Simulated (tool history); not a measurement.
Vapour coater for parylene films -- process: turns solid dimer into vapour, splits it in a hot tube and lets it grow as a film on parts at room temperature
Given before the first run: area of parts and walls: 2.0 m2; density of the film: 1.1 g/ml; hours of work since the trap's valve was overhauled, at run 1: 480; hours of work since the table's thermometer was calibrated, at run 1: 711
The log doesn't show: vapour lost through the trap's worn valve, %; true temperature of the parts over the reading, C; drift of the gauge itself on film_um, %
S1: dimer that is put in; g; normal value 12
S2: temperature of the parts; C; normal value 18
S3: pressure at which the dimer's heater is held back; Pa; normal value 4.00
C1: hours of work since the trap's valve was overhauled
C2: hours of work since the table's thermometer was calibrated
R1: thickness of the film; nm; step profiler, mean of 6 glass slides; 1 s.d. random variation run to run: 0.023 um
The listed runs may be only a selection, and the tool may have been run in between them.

| run | hour | S1 | S2 | S3 | C1 | C2 | R1 |
|---|---|---|---|---|---|---|---|
| 1 | 0.0 | 12 | 18 | 4.00 | 480 | 711 | 3390 |
| 2 | 44.2 | 12 | 18 | 4.00 | 510 | 742 | 3390 |
|  | 67.6 | trap's valve overhauled |
| 3 | 86.2 | 12 | 18 | 4.00 | 13 | 768 | 3670 |
| 4 | 159.9 | 12 | 18 | 4.00 | 64 | 819 | 3640 |
| 5 | 226.4 | 12 | 18 | 4.00 | 109 | 865 | 3600 |
| 6 | 280.0 | 12 | 18 | 4.00 | 146 | 902 | 3620 |
| 7 | 351.1 | 19 | 18 | 4.00 | 195 | 951 | 5690 |
| 8 | 422.2 | 19 | 24 | 7.16 | 244 | 1000 | 4090 |
| 9 | 492.9 | 19 | 24 | 7.16 | 293 | 1048 | 4040 |
| 10 | 570.1 | 10 | 27 | 6.02 | 346 | 1101 | 1880 |
| 11 | 608.7 | 10 | 27 | 6.02 | 373 | 1128 | 1890 |

Alternative continuations, all from the tool just after run 11; predict every row:
| A | 660.1 | 10 | 27 | 5.83 | 408 | 1163 | ? |
| B | 660.1 | 12 | 18 | 2.06 | 408 | 1163 | ? |
| C | 660.1 | 12 | 12 | 4.00 | 408 | 1163 | ? |
| D | 660.1 | 14 | 23 | 8.48 | 408 | 1163 | ? |

| run | R1 |
|---|---|
| A | 1910 |
| B | 3630 |
| C | 4530 |
| D | 3030 |
Had the tool no hidden state, the same runs would have come out as:
| run | R1 |
|---|---|
| A | 2000 |
| B | 3820 |
| C | 4760 |
| D | 3180 |
